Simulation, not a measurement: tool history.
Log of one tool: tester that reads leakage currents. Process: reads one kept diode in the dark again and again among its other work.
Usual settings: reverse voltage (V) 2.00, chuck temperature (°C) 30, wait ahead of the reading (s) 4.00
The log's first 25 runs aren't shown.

run,hour,reverse voltage (V),chuck temperature (°C),wait ahead of the reading (s),current that the tester gives (pA)
26,2968.6,6.96,30,0.50,238.74
27,3055.1,17.12,30,0.50,352.08
28,3170.2,1.22,38,0.66,198.62
# hour 3256.7: chuck's temperature calibrated
29,3296.7,1.22,38,0.66,225.04
30,3417.6,1.22,38,0.66,222.14
31,3501.6,1.22,38,1.00,220.86
32,3596.1,4.53,32,3.98,250.83
33,3751.4,4.53,32,3.98,249.48
34,3857.4,4.53,27,3.98,172.64
35,3931.2,4.53,27,3.98,171.82

5 ways to go on from here, each from the tool as it stands after run 35. What would each give?
A,4088.9,2.00,25,4.00,?
B,4088.9,9.62,45,4.00,?
C,4088.9,1.16,38,3.27,?
D,4088.9,1.45,22,4.00,?
E,4088.9,6.96,27,8.25,?

run,current that the tester gives (pA)
A,102.99
B,843.94
C,210.49
D,70.79
E,206.99
Without the tool's hidden state the same runs would have given:
run,current that the tester gives (pA)
A,104.64
B,859.14
C,215.29
D,71.93
E,208.37
